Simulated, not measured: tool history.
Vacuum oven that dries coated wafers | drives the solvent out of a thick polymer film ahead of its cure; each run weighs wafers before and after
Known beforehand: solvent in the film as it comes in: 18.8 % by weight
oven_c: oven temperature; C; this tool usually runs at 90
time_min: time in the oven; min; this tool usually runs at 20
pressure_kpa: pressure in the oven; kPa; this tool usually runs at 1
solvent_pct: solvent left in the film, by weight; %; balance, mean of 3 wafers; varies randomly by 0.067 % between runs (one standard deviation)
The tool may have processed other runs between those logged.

{"run": 1, "hour": 0.0, "oven_c": 90, "time_min": 20, "pressure_kpa": 1, "solvent_pct": 4.68}
{"run": 2, "hour": 16.2, "oven_c": 90, "time_min": 20, "pressure_kpa": 1, "solvent_pct": 4.55}
{"run": 3, "hour": 33.9, "oven_c": 90, "time_min": 20, "pressure_kpa": 3.24, "solvent_pct": 5.9}
{"run": 4, "hour": 50.9, "oven_c": 90, "time_min": 20, "pressure_kpa": 1.08, "solvent_pct": 4.71}
{"run": 5, "hour": 68.3, "oven_c": 76, "time_min": 20, "pressure_kpa": 1, "solvent_pct": 10.37}
{"run": 6, "hour": 80.9, "oven_c": 103, "time_min": 27, "pressure_kpa": 1, "solvent_pct": 0.64}
{"run": 7, "hour": 95.2, "oven_c": 103, "time_min": 27, "pressure_kpa": 1, "solvent_pct": 0.73}
{"run": 8, "hour": 119.2, "oven_c": 90, "time_min": 27, "pressure_kpa": 1.08, "solvent_pct": 3.29}
{"run": 9, "hour": 138.5, "oven_c": 90, "time_min": 27, "pressure_kpa": 1.08, "solvent_pct": 3.43}
{"run": 10, "hour": 164.4, "oven_c": 81, "time_min": 32, "pressure_kpa": 1, "solvent_pct": 5.9}

Put back what was entered between runs (1 entry, withheld): which listed runs does each sit between, and how does the hidden state differ from the listed run before to the listed run after?
Runs 4 to 5: oven's thermocouples calibrated (hour 55.4)
  true wafer temperature over the reading, C: -0.54 -> -0.91; true pressure over the reading, kPa: 0.069 -> 0.071
  difference, measured minus the result without the unlogged condition, solvent_pct: +0.23 -> +0.36 %

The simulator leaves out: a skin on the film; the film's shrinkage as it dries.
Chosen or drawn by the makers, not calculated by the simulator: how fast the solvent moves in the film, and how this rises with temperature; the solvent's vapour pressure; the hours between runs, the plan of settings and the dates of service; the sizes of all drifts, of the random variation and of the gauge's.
